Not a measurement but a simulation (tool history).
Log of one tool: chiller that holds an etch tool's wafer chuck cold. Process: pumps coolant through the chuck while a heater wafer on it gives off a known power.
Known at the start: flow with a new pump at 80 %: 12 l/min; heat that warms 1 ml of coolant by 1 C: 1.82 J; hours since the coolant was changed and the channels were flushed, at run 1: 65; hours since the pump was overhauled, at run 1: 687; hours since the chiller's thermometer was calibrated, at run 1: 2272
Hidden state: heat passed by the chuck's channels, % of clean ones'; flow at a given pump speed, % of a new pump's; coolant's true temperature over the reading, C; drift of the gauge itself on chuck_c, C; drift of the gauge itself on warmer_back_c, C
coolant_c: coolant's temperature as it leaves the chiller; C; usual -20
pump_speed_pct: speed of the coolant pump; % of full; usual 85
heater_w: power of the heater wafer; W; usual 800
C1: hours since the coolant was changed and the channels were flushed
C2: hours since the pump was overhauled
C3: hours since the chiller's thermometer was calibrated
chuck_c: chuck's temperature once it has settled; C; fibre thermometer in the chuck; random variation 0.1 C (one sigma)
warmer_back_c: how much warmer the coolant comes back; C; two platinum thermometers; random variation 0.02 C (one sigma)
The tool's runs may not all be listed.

run 1 hour=0 | coolant_c=-20 pump_speed_pct=85 heater_w=800 | C1=65 C2=687 C3=2272 | chuck_c=-13.8 warmer_back_c=2.03
run 2 hour=21.6 | coolant_c=-20 pump_speed_pct=68 heater_w=800 | C1=86 C2=709 C3=2293 | chuck_c=-12.8 warmer_back_c=2.64
run 3 hour=46.3 | coolant_c=-20 pump_speed_pct=85 heater_w=754 | C1=111 C2=733 C3=2318 | chuck_c=-14.4 warmer_back_c=1.93
run 4 hour=70.9 | coolant_c=-20 pump_speed_pct=85 heater_w=754 | C1=136 C2=758 C3=2342 | chuck_c=-14.3 warmer_back_c=1.95
run 5 hour=109.4 | coolant_c=-20 pump_speed_pct=85 heater_w=754 | C1=174 C2=796 C3=2381 | chuck_c=-14.2 warmer_back_c=1.94
run 6 hour=140.1 | coolant_c=-20 pump_speed_pct=85 heater_w=800 | C1=205 C2=827 C3=2412 | chuck_c=-13.9 warmer_back_c=2.04
run 7 hour=184.7 | coolant_c=-29 pump_speed_pct=85 heater_w=800 | C1=249 C2=872 C3=2456 | chuck_c=-22.9 warmer_back_c=2.06
run 8 hour=236.4 | coolant_c=-17 pump_speed_pct=85 heater_w=800 | C1=301 C2=923 C3=2508 | chuck_c=-10.9 warmer_back_c=2.06
run 9 hour=262.8 | coolant_c=-17 pump_speed_pct=85 heater_w=800 | C1=328 C2=950 C3=2534 | chuck_c=-10.8 warmer_back_c=2.05
run 10 hour=292.6 | coolant_c=-17 pump_speed_pct=85 heater_w=800 | C1=357 C2=980 C3=2564 | chuck_c=-10.9 warmer_back_c=2.06
run 11 hour=341.5 | coolant_c=-27 pump_speed_pct=85 heater_w=559 | C1=406 C2=1029 C3=2613 | chuck_c=-22.7 warmer_back_c=1.45
run 12 hour=377.5 | coolant_c=-21 pump_speed_pct=85 heater_w=800 | C1=442 C2=1065 C3=2649 | chuck_c=-15 warmer_back_c=1.99
run 13 hour=401.9 | coolant_c=-20 pump_speed_pct=85 heater_w=881 | C1=467 C2=1089 C3=2673 | chuck_c=-13.2 warmer_back_c=2.27
run 14 hour=451.9 | coolant_c=-20 pump_speed_pct=85 heater_w=881 | C1=517 C2=1139 C3=2723 | chuck_c=-13.2 warmer_back_c=2.27
run 15 hour=503.7 | coolant_c=-20 pump_speed_pct=85 heater_w=881 | C1=568 C2=1191 C3=2775 | chuck_c=-13.2 warmer_back_c=2.27
-- hour=518.7 chiller's thermometer calibrated
run 16 hour=541.9 | coolant_c=-20 pump_speed_pct=85 heater_w=881 | C1=606 C2=1228 C3=23 | chuck_c=-13.3 warmer_back_c=2.25
run 17 hour=585.5 | coolant_c=-20 pump_speed_pct=85 heater_w=596 | C1=649 C2=1271 C3=67 | chuck_c=-15.4 warmer_back_c=1.56
run 18 hour=612.1 | coolant_c=-20 pump_speed_pct=85 heater_w=596 | C1=676 C2=1298 C3=93 | chuck_c=-15.5 warmer_back_c=1.55

Hidden state at the last listed run before each entry between runs and at the first one after, where it differs:
Between runs 15 and 16: chiller's thermometer calibrated (hour 518.7)
  coolant's true temperature over the reading, C: 0.02 -> 0
